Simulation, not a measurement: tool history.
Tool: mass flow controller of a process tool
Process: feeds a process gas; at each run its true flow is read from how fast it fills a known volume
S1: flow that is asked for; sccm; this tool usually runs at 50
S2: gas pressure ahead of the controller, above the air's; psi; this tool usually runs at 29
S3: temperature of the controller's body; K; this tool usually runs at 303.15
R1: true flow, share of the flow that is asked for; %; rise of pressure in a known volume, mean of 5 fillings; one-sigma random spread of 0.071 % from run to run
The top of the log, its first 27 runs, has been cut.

run 28 hour=4879.1 | S1=50 S2=38.1 S3=303.15 | R1=99.48
run 29 hour=5034.3 | S1=74 S2=28.9 S3=296.15 | R1=99.49
run 30 hour=5168.2 | S1=74 S2=31.2 S3=308.15 | R1=99.87
run 31 hour=5268 | S1=70 S2=38.9 S3=303.15 | R1=99.68
run 32 hour=5399.7 | S1=12 S2=29 S3=303.15 | R1=99.16
run 33 hour=5628.9 | S1=11 S2=27.4 S3=294.15 | R1=98.84
run 34 hour=5744 | S1=35 S2=27.4 S3=294.15 | R1=98.97
run 35 hour=5943.6 | S1=93 S2=23.2 S3=294.15 | R1=99.87
run 36 hour=6045.5 | S1=16 S2=27.3 S3=294.15 | R1=98.84
run 37 hour=6189.6 | S1=16 S2=27.3 S3=294.15 | R1=98.85
run 38 hour=6367.4 | S1=30 S2=29 S3=311.15 | R1=99.5
run 39 hour=6537.4 | S1=11 S2=29 S3=296.15 | R1=98.82
run 40 hour=6643.1 | S1=19 S2=29 S3=296.15 | R1=98.97
run 41 hour=6741.7 | S1=19 S2=29 S3=296.15 | R1=99.1
run 42 hour=6944.9 | S1=19 S2=29 S3=296.15 | R1=98.88
run 43 hour=7097.7 | S1=42 S2=35.2 S3=296.15 | R1=98.99

Predict each of these 5 candidate next runs independently; none follows another, all start after run 43:
run A hour=7203.1 | S1=11 S2=34.8 S3=313.15 | R1=?
run B hour=7203.1 | S1=22 S2=28.4 S3=301.15 | R1=?
run C hour=7203.1 | S1=24 S2=38.7 S3=296.15 | R1=?
run D hour=7203.1 | S1=44 S2=29 S3=313.15 | R1=?
run E hour=7203.1 | S1=14 S2=35.5 S3=294.15 | R1=?

run=A R1=99.47
run=B R1=99.2
run=C R1=98.88
run=D R1=99.86
run=E R1=98.7
Without the tool's unlogged condition, the same runs would have read:
run=A R1=99.44
run=B R1=99.19
run=C R1=98.88
run=D R1=99.86
run=E R1=98.68
